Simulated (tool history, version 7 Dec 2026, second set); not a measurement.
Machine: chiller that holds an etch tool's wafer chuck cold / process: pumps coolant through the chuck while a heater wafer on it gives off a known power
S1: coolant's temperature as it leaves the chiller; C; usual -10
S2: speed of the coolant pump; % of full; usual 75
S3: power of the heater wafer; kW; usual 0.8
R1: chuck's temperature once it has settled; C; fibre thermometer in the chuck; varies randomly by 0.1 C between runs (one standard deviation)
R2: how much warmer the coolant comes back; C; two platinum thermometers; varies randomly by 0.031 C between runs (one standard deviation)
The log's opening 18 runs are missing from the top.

{"run": 19, "hour": 1370.8, "S1": -12, "S2": 69, "S3": 0.598, "R1": -6.1, "R2": 2.53}
{"run": 20, "hour": 1436.0, "S1": -10, "S2": 69, "S3": 0.908, "R1": -1.2, "R2": 3.84}
{"run": 21, "hour": 1489.4, "S1": -6, "S2": 69, "S3": 0.916, "R1": 3, "R2": 3.9}
{"run": 22, "hour": 1575.9, "S1": -7, "S2": 81, "S3": 0.701, "R1": -0.9, "R2": 2.53}
{"run": 23, "hour": 1632.9, "S1": -9, "S2": 60, "S3": 0.8, "R1": -0.3, "R2": 3.97}
{"run": 24, "hour": 1718.5, "S1": -16, "S2": 75, "S3": 1.155, "R1": -5.4, "R2": 4.52}
{"run": 25, "hour": 1771.7, "S1": -8, "S2": 90, "S3": 0.486, "R1": -4.1, "R2": 1.64}
{"run": 26, "hour": 1875.7, "S1": -13, "S2": 78, "S3": 0.459, "R1": -8.8, "R2": 1.75}
{"run": 27, "hour": 1938.8, "S1": -13, "S2": 78, "S3": 0.459, "R1": -9, "R2": 1.75}
{"run": 28, "hour": 2037.4, "S1": -7, "S2": 78, "S3": 0.459, "R1": -2.9, "R2": 1.69}
{"run": 29, "hour": 2087.9, "S1": -10, "S2": 79, "S3": 0.459, "R1": -6, "R2": 1.71}
{"run": 30, "hour": 2178.1, "S1": -10, "S2": 79, "S3": 0.459, "R1": -6, "R2": 1.69}
{"run": 31, "hour": 2273.2, "S1": -10, "S2": 79, "S3": 0.459, "R1": -6.2, "R2": 1.74}
{"run": 32, "hour": 2378.0, "S1": -12, "S2": 95, "S3": 0.8, "R1": -6, "R2": 2.41}
{"run": 33, "hour": 2447.0, "S1": -12, "S2": 77, "S3": 0.606, "R1": -6.6, "R2": 2.34}

Here are 3 independent what-if runs from the current tool condition. What would each one return?
{"run": "A", "hour": 2494.9, "S1": -12, "S2": 65, "S3": 0.966, "R1": "?", "R2": "?"}
{"run": "B", "hour": 2494.9, "S1": -4, "S2": 77, "S3": 0.777, "R1": "?", "R2": "?"}
{"run": "C", "hour": 2494.9, "S1": -10, "S2": 67, "S3": 0.8, "R1": "?", "R2": "?"}

run=A R1=-2.2 R2=4.36
run=B R1=2.9 R2=2.98
run=C R1=-2.1 R2=3.5
With the hidden condition removed and each run's random variation left untouched, the same runs would have given:
run=A R1=-2.2 R2=4.35
run=B R1=2.9 R2=2.97
run=C R1=-2.2 R2=3.5
